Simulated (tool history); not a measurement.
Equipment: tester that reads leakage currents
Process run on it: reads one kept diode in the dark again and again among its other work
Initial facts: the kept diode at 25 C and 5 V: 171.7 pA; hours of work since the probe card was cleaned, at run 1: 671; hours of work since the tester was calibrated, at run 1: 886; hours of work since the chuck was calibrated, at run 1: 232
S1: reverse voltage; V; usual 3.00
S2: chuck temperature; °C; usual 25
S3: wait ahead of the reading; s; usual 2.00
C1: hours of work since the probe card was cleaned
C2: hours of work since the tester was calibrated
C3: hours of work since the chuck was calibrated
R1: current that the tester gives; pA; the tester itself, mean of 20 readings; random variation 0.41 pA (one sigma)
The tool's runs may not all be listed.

run 1 day=0.000 | S1=3.00 S2=25 S3=2.00 | C1=671 C2=886 C3=232 | R1=129.97
run 2 day=1.471 | S1=1.83 S2=25 S3=2.00 | C1=697 C2=912 C3=258 | R1=101.46
run 3 day=3.258 | S1=1.83 S2=25 S3=2.00 | C1=728 C2=943 C3=289 | R1=101.10
run 4 day=4.388 | S1=3.00 S2=25 S3=2.00 | C1=748 C2=962 C3=309 | R1=127.66
run 5 day=6.371 | S1=11.88 S2=25 S3=2.00 | C1=782 C2=997 C3=343 | R1=246.57
run 6 day=8.329 | S1=3.00 S2=25 S3=2.00 | C1=817 C2=1031 C3=378 | R1=125.60
run 7 day=10.083 | S1=8.75 S2=32 S3=2.00 | C1=847 C2=1062 C3=408 | R1=374.73
-- day=10.392 probe card cleaned and baked
run 8 day=11.933 | S1=3.00 S2=46 S3=2.81 | C1=27 C2=1092 C3=438 | R1=655.78
run 9 day=13.825 | S1=2.69 S2=46 S3=2.81 | C1=60 C2=1125 C3=471 | R1=616.82
run 10 day=15.279 | S1=2.14 S2=25 S3=2.00 | C1=85 C2=1150 C3=497 | R1=104.94
run 11 day=17.288 | S1=10.10 S2=49 S3=5.64 | C1=120 C2=1185 C3=532 | R1=1443.45
run 12 day=18.650 | S1=6.27 S2=57 S3=2.72 | C1=144 C2=1209 C3=555 | R1=2011.09

Each row is a separate what-if for the run after 12, all from the same tool condition, not one after another. Results?
run A day=20.471 | S1=3.00 S2=25 S3=2.11 | C1=176 C2=1241 C3=587 | R1=?
run B day=20.471 | S1=6.27 S2=57 S3=3.17 | C1=176 C2=1241 C3=587 | R1=?
run C day=20.471 | S1=16.82 S2=23 S3=5.32 | C1=176 C2=1241 C3=587 | R1=?
run D day=20.471 | S1=1.68 S2=46 S3=0.70 | C1=176 C2=1241 C3=587 | R1=?

run=A R1=121.17
run=B R1=1998.82
run=C R1=241.95
run=D R1=482.03
Stripped of hidden state, with their random variation kept, the same runs would have yielded:
run=A R1=135.18
run=B R1=2219.41
run=C R1=258.45
run=D R1=539.36
